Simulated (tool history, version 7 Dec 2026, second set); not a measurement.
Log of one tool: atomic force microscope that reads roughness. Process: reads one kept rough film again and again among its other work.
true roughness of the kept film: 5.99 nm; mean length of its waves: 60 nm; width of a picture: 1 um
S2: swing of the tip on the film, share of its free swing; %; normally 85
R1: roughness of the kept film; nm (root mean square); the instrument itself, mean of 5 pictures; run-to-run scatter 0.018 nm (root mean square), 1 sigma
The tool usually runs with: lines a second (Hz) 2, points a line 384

Run 1, hour 0: usual settings. Result: R1 4.214 nm (root mean square).
Run 2, hour 13.6: usual settings. Result: R1 4.173 nm (root mean square).
Run 3, hour 30.1: usual settings. Result: R1 4.108 nm (root mean square).
Run 4, hour 50.9: usual settings. Result: R1 3.987 nm (root mean square).
At hour 61.3: new tip fitted.
Run 5, hour 75.7: usual settings. Result: R1 4.432 nm (root mean square).
Run 6, hour 94.1: usual settings but S2 61 %. Result: R1 5.158 nm (root mean square).
Run 7, hour 114.7: usual settings but points a line 304. Result: R1 4.261 nm (root mean square).
Run 8, hour 132.1: usual settings but S2 82 %, points a line 304. Result: R1 4.312 nm (root mean square).
Run 9, hour 149.6: usual settings but S2 82 %, points a line 304. Result: R1 4.264 nm (root mean square).
Run 10, hour 160.5: usual settings but S2 58 %. Result: R1 4.892 nm (root mean square).
Run 11, hour 172.7: usual settings but S2 58 %. Result: R1 4.843 nm (root mean square).
At hour 197.7: new tip fitted.
Run 12, hour 197.7: usual settings but S2 59 %. Result: R1 5.376 nm (root mean square).
Run 13, hour 222.8: usual settings but S2 59 %. Result: R1 5.294 nm (root mean square).
Run 14, hour 237.2: usual settings but S2 59 %. Result: R1 5.205 nm (root mean square).
Run 15, hour 250.4: usual settings but points a line 445. Result: R1 4.308 nm (root mean square).
Run 16, hour 269.9: usual settings. Result: R1 4.215 nm (root mean square).
Run 17, hour 281.1: usual settings but S2 57 %. Result: R1 5.012 nm (root mean square).
Run 18, hour 301.9: usual settings but points a line 325. Result: R1 4.089 nm (root mean square).
Run 19, hour 315.2: usual settings but points a line 325. Result: R1 4.031 nm (root mean square).
At hour 334.1: new tip fitted.
Run 20, hour 335.1: usual settings. Result: R1 4.498 nm (root mean square).
Run 21, hour 357.6: usual settings but lines a second (Hz) 0.65. Result: R1 5.15 nm (root mean square).
Run 22, hour 376: usual settings but lines a second (Hz) 1.69. Result: R1 4.513 nm (root mean square).
Run 23, hour 397.4: usual settings but lines a second (Hz) 1.69. Result: R1 4.407 nm (root mean square).
Run 24, hour 412.6: usual settings but S2 67 %. Result: R1 4.848 nm (root mean square).
Run 25, hour 428: usual settings but S2 60 %. Result: R1 4.926 nm (root mean square).
Run 26, hour 446.7: usual settings. Result: R1 4.054 nm (root mean square).
Run 27, hour 463.9: usual settings but lines a second (Hz) 1.24, S2 68 %, points a line 266. Result: R1 4.699 nm (root mean square).
At hour 470.2: new tip fitted.
Run 28, hour 483.5: usual settings but S2 56 %, points a line 626. Result: R1 5.413 nm (root mean square).
Run 29, hour 503.7: usual settings but S2 56 %, points a line 626. Result: R1 5.25 nm (root mean square).
Run 30, hour 516.1: usual settings but S2 56 %, points a line 626. Result: R1 5.218 nm (root mean square).
Run 31, hour 527.1: usual settings but S2 56 %, points a line 626. Result: R1 5.191 nm (root mean square).
Run 32, hour 549: usual settings but S2 56 %, points a line 626. Result: R1 5.107 nm (root mean square).
Run 33, hour 573.3: usual settings but lines a second (Hz) 2.95, points a line 881. Result: R1 3.735 nm (root mean square).
Run 34, hour 586: usual settings but lines a second (Hz) 0.59, S2 58 %, points a line 881. Result: R1 5.087 nm (root mean square).
At hour 588.9: height scale calibrated on a step standard.
Run 35, hour 605.3: usual settings but lines a second (Hz) 1.33, S2 83 %, points a line 881. Result: R1 4.334 nm (root mean square).
At hour 607.3: new tip fitted.
Run 36, hour 620.2: usual settings but lines a second (Hz) 1.33, S2 61 %, points a line 393. Result: R1 5.422 nm (root mean square).
Run 37, hour 631.1: usual settings but lines a second (Hz) 1.33, S2 61 %, points a line 393. Result: R1 5.306 nm (root mean square).
Run 38, hour 646.3: usual settings but lines a second (Hz) 1.33, S2 61 %, points a line 393. Result: R1 5.236 nm (root mean square).
Run 39, hour 659.1: usual settings but lines a second (Hz) 1.13, S2 84 %, points a line 914. Result: R1 4.778 nm (root mean square).
Run 40, hour 673.1: usual settings but lines a second (Hz) 1.13, S2 84 %, points a line 914. Result: R1 4.687 nm (root mean square).
At hour 676.9: height scale calibrated on a step standard, once more.
Run 41, hour 687.5: usual settings but lines a second (Hz) 1.73, S2 57 %, points a line 971. Result: R1 5.05 nm (root mean square).
Run 42, hour 707.4: usual settings but points a line 392. Result: R1 4.07 nm (root mean square).
Run 43, hour 728.1: usual settings but lines a second (Hz) 1.72, S2 86 %, points a line 1020. Result: R1 4.119 nm (root mean square).
At hour 744.9: new tip fitted.
Run 44, hour 748.6: usual settings but lines a second (Hz) 0.91, S2 62 %, points a line 388. Result: R1 5.453 nm (root mean square).
Run 45, hour 770.6: usual settings but lines a second (Hz) 2.33, S2 72 %, points a line 329. Result: R1 4.743 nm (root mean square).
Run 46, hour 783.8: usual settings but lines a second (Hz) 2.33, S2 89 %, points a line 329. Result: R1 3.973 nm (root mean square).
Run 47, hour 801.7: usual settings but lines a second (Hz) 2.33, S2 89 %, points a line 329. Result: R1 3.912 nm (root mean square).
Run 48, hour 827.5: usual settings but lines a second (Hz) 0.65, S2 68 %, points a line 329. Result: R1 5.051 nm (root mean square).
Run 49, hour 838.3: usual settings but lines a second (Hz) 2.67, S2 68 %, points a line 329. Result: R1 4.536 nm (root mean square).
Run 50, hour 859.5: usual settings but lines a second (Hz) 2.67, S2 68 %, points a line 329. Result: R1 4.427 nm (root mean square).
At hour 881.2: new tip fitted.
Run 51, hour 884: usual settings but S2 79 %. Result: R1 4.728 nm (root mean square).

4 options for the next run, each taken on its own from the tool as it stands now. Forecast them:
Run A, hour 897.7: usual settings but lines a second (Hz) 0.57, S2 77 %, points a line 665. Result: R1 ?.
Run B, hour 897.7: usual settings but lines a second (Hz) 0.69, S2 80 %, points a line 544. Result: R1 ?.
Run C, hour 897.7: usual settings but lines a second (Hz) 2.2, S2 88 %, points a line 778. Result: R1 ?.
Run D, hour 897.7: usual settings but lines a second (Hz) 1.27, S2 82 %, points a line 357. Result: R1 ?.

run     R1
  A  5.358
  B   5.24
  C  4.164
  D  4.899
What these runs would have given with no unlogged condition in the tool:
run     R1
  A  5.447
  B  5.327
  C  4.233
  D   4.98

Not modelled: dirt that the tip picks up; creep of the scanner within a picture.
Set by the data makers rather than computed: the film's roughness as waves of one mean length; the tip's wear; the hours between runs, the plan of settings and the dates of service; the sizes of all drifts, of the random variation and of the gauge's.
